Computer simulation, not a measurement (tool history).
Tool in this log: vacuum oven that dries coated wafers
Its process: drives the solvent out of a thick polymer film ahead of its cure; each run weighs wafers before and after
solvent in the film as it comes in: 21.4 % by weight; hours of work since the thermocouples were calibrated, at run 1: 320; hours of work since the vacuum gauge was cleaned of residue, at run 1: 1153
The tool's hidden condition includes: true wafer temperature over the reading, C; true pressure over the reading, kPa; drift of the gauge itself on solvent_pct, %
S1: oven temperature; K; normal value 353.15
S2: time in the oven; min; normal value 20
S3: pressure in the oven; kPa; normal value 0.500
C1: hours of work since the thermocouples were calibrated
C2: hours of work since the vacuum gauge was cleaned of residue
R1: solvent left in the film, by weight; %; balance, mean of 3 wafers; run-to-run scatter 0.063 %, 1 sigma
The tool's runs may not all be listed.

run	hour	S1	S2	S3	C1	C2	R1
1	0.0	353.15	20	0.500	320	1153	4.71
2	45.3	353.15	20	0.500	356	1190	4.62
3	89.8	353.15	20	0.500	391	1225	4.74
4	118.1	353.15	20	0.500	414	1248	4.72
5	169.8	353.15	20	0.500	455	1289	4.65
6	200.1	353.15	20	0.500	479	1313	4.82
# hour 211.4: vacuum gauge cleaned of residue and calibrated
7	255.8	353.15	20	0.500	522	35	4.46
8	307.6	353.15	21	0.500	564	77	4.16
9	346.8	353.15	21	0.500	595	108	4.15
10	374.6	353.15	11	0.500	617	130	8.01
11	408.4	353.15	20	0.500	644	157	4.43
12	458.4	353.15	20	0.500	684	197	4.63
13	502.1	353.15	20	0.500	719	232	4.64
14	555.3	353.15	20	0.500	761	274	4.68
15	605.5	353.15	20	1.088	801	314	5.42
16	643.5	353.15	14	0.500	831	344	6.93
17	678.7	353.15	20	0.500	859	372	4.75
18	713.7	353.15	20	0.500	887	400	4.73
19	740.9	353.15	20	0.500	909	422	4.72
20	785.4	353.15	20	0.500	944	458	4.74
21	835.7	353.15	20	0.500	985	498	4.91
# hour 842.5: oven's thermocouples calibrated
22	879.5	353.15	20	0.500	29	531	5.35
23	929.7	353.15	20	0.500	69	571	5.50
24	982.0	353.15	20	0.500	111	613	5.43
25	1032.7	353.15	20	1.349	152	653	6.58
26	1062.8	353.15	18	0.278	176	677	5.78
27	1113.2	353.15	28	0.854	216	717	4.33
# hour 1136.8: oven's thermocouples calibrated, once more
28	1144.5	353.15	13	0.854	6	741	7.03
29	1185.7	353.15	13	0.854	39	773	7.13
30	1234.2	366.15	20	0.347	78	812	0.87
31	1285.1	340.15	22	1.318	118	853	10.56
32	1315.7	347.15	11	0.424	143	877	10.19
33	1358.9	347.15	11	0.424	177	911	10.07
34	1387.3	364.15	18	0.854	200	934	1.99
35	1419.3	362.15	12	0.758	225	960	3.97
36	1461.7	362.15	12	0.758	259	993	4.12
37	1513.1	354.15	15	1.338	300	1034	6.52
38	1561.3	364.15	15	1.536	338	1073	3.17
39	1606.7	351.15	20	0.727	375	1109	5.68
40	1631.1	351.15	20	0.727	394	1128	5.75
41	1681.0	351.15	20	0.727	434	1168	5.67
42	1735.3	351.15	20	0.727	477	1212	5.84
43	1783.6	351.15	20	0.727	516	1250	5.96
44	1812.6	351.15	20	0.727	539	1273	5.86
45	1859.7	351.15	20	0.727	576	1311	5.77
# hour 1874.3: vacuum gauge cleaned of residue and calibrated
46	1887.7	346.15	23	0.913	597	11	7.04
47	1911.2	346.15	23	0.913	616	29	6.70
48	1953.1	363.15	20	1.226	649	63	2.10

Predict each of these 3 candidate next runs independently; none follows another, all start after run 48:
A	2000.8	340.15	11	1.156	688	101	?
B	2000.8	358.15	14	0.294	688	101	?
C	2000.8	353.15	17	1.348	688	101	?

run	R1
A	13.65
B	4.25
C	6.25
The same runs, with their run-to-run variation unchanged, on a tool lacking any hidden condition would have given:
run	R1
A	13.23
B	3.81
C	5.74
